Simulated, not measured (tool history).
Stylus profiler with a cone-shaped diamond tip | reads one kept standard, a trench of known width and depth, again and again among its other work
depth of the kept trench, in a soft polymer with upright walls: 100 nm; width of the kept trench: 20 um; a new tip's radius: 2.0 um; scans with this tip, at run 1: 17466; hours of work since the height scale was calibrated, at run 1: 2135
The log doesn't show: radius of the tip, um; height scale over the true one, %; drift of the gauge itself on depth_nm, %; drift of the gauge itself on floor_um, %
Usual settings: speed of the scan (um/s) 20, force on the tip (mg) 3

| run | hour | speed of the scan (um/s) | force on the tip (mg) | scans with this tip | hours of work since the height scale was calibrated | depth of the trench (Å) | width of the trench's floor (nm) |
|---|---|---|---|---|---|---|---|
| 1 | 0 | 20 | 3 | 17466 | 2135 | 1020.3 | 17730 |
|  | 56.8 | height scale calibrated on a step standard |
| 2 | 89.9 | 20 | 3 | 17850 | 17 | 1020.7 | 17730 |
| 3 | 185.3 | 20 | 3 | 18260 | 68 | 1019.9 | 17660 |
| 4 | 251.7 | 20 | 3 | 18546 | 102 | 1020.9 | 17660 |
| 5 | 326.1 | 20 | 3 | 18866 | 142 | 1020.5 | 17640 |
|  | 437.7 | new tip fitted, height scale calibrated |
| 6 | 445.9 | 12 | 3 | 36 | 4 | 1014.2 | 18740 |
| 7 | 566.7 | 12 | 3 | 555 | 68 | 1013.5 | 18720 |
|  | 582.3 | height scale calibrated on a step standard, once more |
| 8 | 682.5 | 12 | 3 | 1051 | 53 | 1013.6 | 18620 |
| 9 | 800.7 | 12 | 3 | 1559 | 115 | 1014.7 | 18610 |
| 10 | 866.7 | 11 | 3 | 1842 | 149 | 1012.4 | 18600 |
| 11 | 966.9 | 11 | 3 | 2274 | 202 | 1012.6 | 18600 |
| 12 | 1027.8 | 5 | 1.17 | 2535 | 234 | 1006.6 | 18570 |
| 13 | 1125.3 | 7 | 1.68 | 2955 | 285 | 1009.6 | 18570 |
| 14 | 1251.8 | 20 | 3.07 | 3498 | 352 | 1011.9 | 18440 |
| 15 | 1316.7 | 8 | 3.73 | 3778 | 386 | 1013.8 | 18480 |
| 16 | 1433.8 | 8 | 3.73 | 4281 | 447 | 1014.2 | 18470 |
| 17 | 1520.7 | 8 | 1.39 | 4655 | 493 | 1007.3 | 18380 |
| 18 | 1637.7 | 15 | 4.99 | 5158 | 555 | 1016.9 | 18430 |
| 19 | 1735.9 | 64 | 1.66 | 5580 | 606 | 1010.9 | 18180 |
| 20 | 1799.1 | 48 | 1.03 | 5852 | 639 | 1006 | 18200 |
| 21 | 1923.1 | 6 | 3.08 | 6385 | 705 | 1013.7 | 18300 |
| 22 | 2006.4 | 6 | 3.08 | 6743 | 748 | 1015.9 | 18320 |

3 ways to go on from here, each from the tool as it stands after run 22. What would each give?
| A | 2113.7 | 6 | 2.15 | 7204 | 805 | ? | ? |
| B | 2113.7 | 29 | 6.8 | 7204 | 805 | ? | ? |
| C | 2113.7 | 55 | 1.53 | 7204 | 805 | ? | ? |

| run | depth of the trench (Å) | width of the trench's floor (nm) |
|---|---|---|
| A | 1012.2 | 18270 |
| B | 1023.9 | 18240 |
| C | 1009.8 | 18130 |
Without the tool's hidden state the same runs would have given:
| run | depth of the trench (Å) | width of the trench's floor (nm) |
|---|---|---|
| A | 1009.8 | 18730 |
| B | 1021.4 | 18710 |
| C | 1007.4 | 18590 |
